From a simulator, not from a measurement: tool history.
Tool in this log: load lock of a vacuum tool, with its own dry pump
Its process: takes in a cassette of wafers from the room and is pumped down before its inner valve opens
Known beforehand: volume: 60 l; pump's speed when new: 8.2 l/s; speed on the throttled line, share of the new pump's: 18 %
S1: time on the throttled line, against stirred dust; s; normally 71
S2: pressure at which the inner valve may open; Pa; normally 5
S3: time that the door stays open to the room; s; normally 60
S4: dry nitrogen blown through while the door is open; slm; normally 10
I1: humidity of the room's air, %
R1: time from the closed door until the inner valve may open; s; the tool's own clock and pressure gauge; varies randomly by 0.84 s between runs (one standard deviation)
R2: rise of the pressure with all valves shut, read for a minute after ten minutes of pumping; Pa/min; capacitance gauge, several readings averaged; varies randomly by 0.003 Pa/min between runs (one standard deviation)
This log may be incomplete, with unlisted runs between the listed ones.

run 1 hour=0.0 | S1=71 S2=5 S3=60 S4=10 | I1=42.5 | R1=134.3 R2=0.041
run 2 hour=148.8 | S1=109 S2=5 S3=60 S4=10 | I1=43.1 | R1=165.3 R2=0.046
run 3 hour=267.4 | S1=109 S2=5 S3=60 S4=10 | I1=44.8 | R1=162.7 R2=0.045
run 4 hour=399.0 | S1=109 S2=5 S3=60 S4=10 | I1=45.7 | R1=161.8 R2=0.047
run 5 hour=506.7 | S1=109 S2=5 S3=60 S4=10 | I1=45.8 | R1=164.8 R2=0.042
run 6 hour=637.3 | S1=41 S2=5 S3=60 S4=10 | I1=44.5 | R1=109.6 R2=0.044
run 7 hour=720.0 | S1=71 S2=5 S3=60 S4=15 | I1=45.2 | R1=133.1 R2=0.046
run 8 hour=797.0 | S1=71 S2=5 S3=60 S4=10 | I1=43.9 | R1=133.8 R2=0.047
run 9 hour=944.0 | S1=71 S2=5 S3=60 S4=10 | I1=46.3 | R1=134.6 R2=0.047
run 10 hour=1012.9 | S1=71 S2=5 S3=60 S4=28 | I1=47.3 | R1=133.8 R2=0.036
run 11 hour=1162.3 | S1=71 S2=5 S3=60 S4=28 | I1=44.5 | R1=134.8 R2=0.039
run 12 hour=1233.9 | S1=71 S2=5 S3=60 S4=28 | I1=46.8 | R1=135.2 R2=0.040
run 13 hour=1362.8 | S1=71 S2=5 S3=60 S4=28 | I1=43.5 | R1=134.1 R2=0.039
run 14 hour=1456.1 | S1=71 S2=5 S3=60 S4=10 | I1=45.4 | R1=134.5 R2=0.051
run 15 hour=1569.9 | S1=71 S2=5 S3=60 S4=10 | I1=43.8 | R1=134.9 R2=0.054
run 16 hour=1693.5 | S1=71 S2=5 S3=60 S4=10 | I1=45.8 | R1=134.1 R2=0.051
run 17 hour=1841.8 | S1=71 S2=5 S3=60 S4=10 | I1=41.6 | R1=133.9 R2=0.050
run 18 hour=1912.2 | S1=71 S2=5 S3=60 S4=10 | I1=42.8 | R1=134.0 R2=0.053
run 19 hour=1996.0 | S1=79 S2=8 S3=50 S4=5 | I1=43.2 | R1=138.2 R2=0.053
run 20 hour=2107.0 | S1=79 S2=8 S3=50 S4=11 | I1=45.2 | R1=139.0 R2=0.045
run 21 hour=2185.4 | S1=79 S2=8 S3=50 S4=11 | I1=44.1 | R1=138.0 R2=0.047
run 22 hour=2258.1 | S1=79 S2=8 S3=50 S4=11 | I1=43.8 | R1=138.9 R2=0.052

What will run 23 give?
run 23 hour=2413.4 | S1=70 S2=7 S3=60 S4=6 | I1=42.7 | R1=? R2=?

R1: 131.9 s
R2: 0.054 Pa/min
Without the tool's hidden state the same run would have given R1 127.9 s, R2 0.029 Pa/min.
